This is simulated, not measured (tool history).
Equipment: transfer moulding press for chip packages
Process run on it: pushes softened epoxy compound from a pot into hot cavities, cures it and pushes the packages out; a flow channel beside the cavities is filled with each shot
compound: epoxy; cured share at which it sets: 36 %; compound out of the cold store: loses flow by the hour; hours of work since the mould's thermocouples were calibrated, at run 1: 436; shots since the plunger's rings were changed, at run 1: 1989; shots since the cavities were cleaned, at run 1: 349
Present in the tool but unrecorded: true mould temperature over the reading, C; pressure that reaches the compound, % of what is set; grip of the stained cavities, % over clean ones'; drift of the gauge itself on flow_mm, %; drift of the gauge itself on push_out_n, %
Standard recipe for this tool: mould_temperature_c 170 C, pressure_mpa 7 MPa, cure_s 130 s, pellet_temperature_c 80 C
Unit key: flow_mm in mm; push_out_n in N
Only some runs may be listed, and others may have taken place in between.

run    hour  mould_temperature_c  pressure_mpa  cure_s  pellet_temperature_c  hours of work since the mould's thermocouples were calibrated  shots since the plunger's rings were changed  shots since the cavities were cleaned  incoming compound's hours out of the cold store  flow_mm  push_out_n
  1       0                  170             7     130                    80                                                            436                                          1989                                    349                                             17.4      740         206
  2    37.4                  170          5.58     130                    80                                                            459                                          2306                                    666                                             27.3      639         213
         50  -- cavities cleaned with cleaning compound and waxed
       74.5  -- mould's thermocouples calibrated
  3    80.6                  170          5.58     130                    80                                                              4                                          2642                                    242                                             43.2      609         214
  4   133.8                  170          5.58     130                    80                                                             37                                          3094                                    694                                             44.3      604         214
      140.6  -- cavities cleaned with cleaning compound and waxed
  5     165                  170          5.58     130                    80                                                             55                                          3346                                    207                                             29.8      633         221
      172.1  -- plunger's sealing rings changed
  6   205.4                  170          5.58     130                    80                                                             78                                           282                                    528                                             45.7      599         204
        234  -- cavities cleaned with cleaning compound and waxed
  7   260.5                  170             7     130                    80                                                            111                                           737                                    225                                             12.3      749         213
  8   288.8                  170             7     130                    80                                                            129                                           977                                    465                                               20      732         219
      322.3  -- cavities cleaned with cleaning compound and waxed
  9   330.6                  170             7     130                    80                                                            154                                          1318                                     70                                               44      676         198
 10   367.1                  170             7     130                    80                                                            176                                          1628                                    380                                               17      737         203
      410.3  -- cavities cleaned with cleaning compound and waxed
 11   417.2                  170          6.02     130                    80                                                            206                                          2041                                     59                                             33.2      650         204
 12   442.4                  170             7     130                    80                                                            222                                          2254                                    272                                             28.1      712         209
      498.1  -- cavities cleaned with cleaning compound and waxed
 13     503                  170             7     130                    80                                                            258                                          2755                                     41                                             35.1      696         210
 14   552.5                  170             7     115                    75                                                            289                                          3175                                    461                                             47.8      671         244
      580.4  -- plunger's sealing rings changed
      592.1  -- cavities cleaned with cleaning compound and waxed
 15   609.5                  170          8.04     130                    77                                                            321                                           234                                    148                                             34.8      749         215
 16   652.3                  170          8.04     120                    77                                                            348                                           597                                    511                                             46.3      721         228
      680.5  -- cavities cleaned with cleaning compound and waxed
 17   705.8                  171          7.45     134                    80                                                            380                                          1038                                    215                                              9.2      775         199
 18   760.1                  171           6.8     134                    90                                                            413                                          1498                                    675                                             35.6      680         197
      768.4  -- cavities cleaned with cleaning compound and waxed
 19   813.9                  170           6.5     127                    80                                                            446                                          1942                                    386                                               43      654         210
        856  -- cavities cleaned with cleaning compound and waxed
 20   865.3                  170           6.5     127                    80                                                            477                                          2366                                     80                                             10.1      724         225
      872.4  -- mould's thermocouples calibrated
 21   892.5                  165          5.46     136                    78                                                             12                                          2579                                    293                                             13.8      675         240
 22     928                  165          5.46     136                    78                                                             34                                          2880                                    594                                             44.8      611         240
        946  -- cavities cleaned with cleaning compound and waxed
 23   983.9                  170          6.29     130                    85                                                             68                                          3342                                    322                                             37.5      657         205
      991.5  -- plunger's sealing rings changed
     1038.2  -- cavities cleaned with cleaning compound and waxed
 24  1044.1                  170             7     130                    75                                                            103                                           433                                     50                                               48      671         209
 25  1068.8                  174          5.61     130                    80                                                            118                                           643                                    260                                               22      639         190

Forecast each of these 5 alternatives for the next run:
  A  1110.7                  166          7.37     130                    76                                                            144                                           998                                    615                                               20        ?           ?
  B  1110.7                  164          6.23     130                    80                                                            144                                           998                                    615                                             36.9        ?           ?
  C  1110.7                  171          5.61     117                    80                                                            144                                           998                                    615                                             17.7        ?           ?
  D  1110.7                  165             7     116                    73                                                            144                                           998                                    615                                             43.8        ?           ?
  E  1110.7                  170             7     164                    83                                                            144                                           998                                    615                                               46        ?           ?

run  flow_mm  push_out_n
  A      762         265
  B      673         278
  C      655         223
  D      694         313
  E      674         195
With the hidden condition removed and each run's random variation left untouched, the same runs would have given:
run  flow_mm  push_out_n
  A      762         262
  B      673         275
  C      655         220
  D      694         309
  E      674         193
